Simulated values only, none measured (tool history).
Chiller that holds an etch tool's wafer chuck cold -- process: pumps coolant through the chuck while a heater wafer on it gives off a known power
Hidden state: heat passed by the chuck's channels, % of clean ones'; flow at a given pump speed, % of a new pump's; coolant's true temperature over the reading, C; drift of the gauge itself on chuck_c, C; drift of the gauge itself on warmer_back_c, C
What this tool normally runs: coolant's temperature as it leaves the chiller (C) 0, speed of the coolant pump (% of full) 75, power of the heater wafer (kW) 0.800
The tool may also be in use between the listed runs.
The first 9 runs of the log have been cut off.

run	hour	coolant's temperature as it leaves the chiller (C)	speed of the coolant pump (% of full)	power of the heater wafer (kW)	hours since the coolant was changed and the channels were flushed	hours since the pump was overhauled	hours since the chiller's thermometer was calibrated	chuck's temperature once it has settled (C)	how much warmer the coolant comes back (C)
10	333.4	1	75	0.800	628	2516	2333	9.4	2.40
11	379.6	9	75	0.800	674	2562	2379	17.3	2.41
12	426.9	9	75	0.800	721	2610	2426	17.4	2.41
13	461.9	9	75	0.800	756	2645	2461	17.3	2.47
14	500.6	0	75	0.800	795	2683	2500	8.3	2.43
15	526.6	0	70	0.800	821	2709	2526	8.7	2.63
16	566.0	0	70	0.800	860	2749	2565	8.7	2.60
17	586.8	8	83	1.170	881	2769	2586	19.7	3.24
# hour 591.3: chiller's thermometer calibrated
18	632.8	8	83	1.170	926	2814	42	19.7	3.23
19	669.4	8	83	1.170	963	2851	78	19.7	3.22
# hour 703.1: chiller's thermometer calibrated, once more
20	705.1	-7	76	0.745	997	2886	2	1.1	2.23
21	728.4	8	88	0.594	1021	2909	25	14.2	1.60
22	758.6	-3	93	0.453	1051	2939	56	1.6	1.15
23	799.8	-3	93	0.453	1092	2980	97	1.5	1.14
24	848.4	0	75	0.748	1141	3029	145	8.3	2.29

Predict the results of run 25:
25	892.6	0	75	0.519	1185	3073	189	?	?

chuck's temperature once it has settled (C): 5.8
how much warmer the coolant comes back (C): 1.56
With the hidden condition absent and the run-to-run variation left alone, this run would have shown chuck's temperature once it has settled (C) 5.0, how much warmer the coolant comes back (C) 1.33.
